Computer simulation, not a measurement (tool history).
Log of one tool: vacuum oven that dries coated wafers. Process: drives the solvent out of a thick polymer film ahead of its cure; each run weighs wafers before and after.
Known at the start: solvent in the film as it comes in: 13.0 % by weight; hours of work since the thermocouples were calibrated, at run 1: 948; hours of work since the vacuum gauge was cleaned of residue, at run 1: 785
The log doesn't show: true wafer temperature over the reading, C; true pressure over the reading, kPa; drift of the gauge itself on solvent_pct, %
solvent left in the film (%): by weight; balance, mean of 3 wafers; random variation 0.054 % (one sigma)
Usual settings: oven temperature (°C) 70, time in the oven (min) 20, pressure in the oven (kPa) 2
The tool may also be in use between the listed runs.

| run | hour | oven temperature (°C) | time in the oven (min) | pressure in the oven (kPa) | hours of work since the thermocouples were calibrated | hours of work since the vacuum gauge was cleaned of residue | solvent left in the film (%) |
|---|---|---|---|---|---|---|---|
| 1 | 0 | 70 | 20 | 2 | 948 | 785 | 1.68 |
| 2 | 18.9 | 70 | 20 | 2 | 961 | 798 | 1.66 |
| 3 | 54.2 | 70 | 20 | 2 | 985 | 823 | 1.69 |
| 4 | 76.3 | 70 | 14 | 2 | 1001 | 838 | 2.73 |
| 5 | 109.6 | 70 | 14 | 2 | 1024 | 861 | 2.79 |
| 6 | 139.6 | 70 | 14 | 2 | 1044 | 882 | 2.79 |
| 7 | 171.8 | 70 | 14 | 2 | 1066 | 904 | 2.75 |
| 8 | 206 | 70 | 14 | 2 | 1090 | 928 | 2.73 |
| 9 | 237.4 | 81 | 14 | 2 | 1112 | 949 | 0.64 |
| 10 | 271.6 | 81 | 14 | 2 | 1135 | 973 | 0.66 |
| 11 | 300.9 | 81 | 14 | 2 | 1155 | 993 | 0.49 |
| 12 | 331.7 | 81 | 14 | 2 | 1177 | 1014 | 0.59 |
| 13 | 356.9 | 84 | 20 | 5.17 | 1194 | 1032 | 0.55 |
| 14 | 372.1 | 70 | 17 | 1.52 | 1205 | 1042 | 2.09 |
| 15 | 400.1 | 70 | 17 | 1.52 | 1224 | 1061 | 2.08 |
| 16 | 419.9 | 70 | 17 | 1.52 | 1237 | 1075 | 2 |
| 17 | 444.2 | 63 | 18 | 1.74 | 1254 | 1092 | 3.81 |
| 18 | 470.9 | 68 | 34 | 1.1 | 1273 | 1110 | 0.7 |
| 19 | 485.9 | 68 | 18 | 5.54 | 1283 | 1121 | 2.88 |
| 20 | 502.2 | 68 | 18 | 5.54 | 1294 | 1132 | 2.9 |

Hidden state or all else? Some run-to-run changes of solvent left in the film (%), split into what the settings, what came in and random variation would give without the hidden state, and what is left for the hidden state (with any gauge scatter that isn't in both results):
Run 13 -> 14: oven temperature (°C) 84 -> 70, time in the oven (min) 20 -> 17, pressure in the oven (kPa) 5.17 -> 1.52. solvent left in the film (%) +1.54: hidden state -0.38, all else +1.92.
Run 17 -> 18: oven temperature (°C) 63 -> 68, time in the oven (min) 18 -> 34, pressure in the oven (kPa) 1.74 -> 1.1. solvent left in the film (%) -3.11: hidden state +0.32, all else -3.43.
Run 18 -> 19: time in the oven (min) 34 -> 18, pressure in the oven (kPa) 1.1 -> 5.54. solvent left in the film (%) +2.18: hidden state -0.29, all else +2.47.
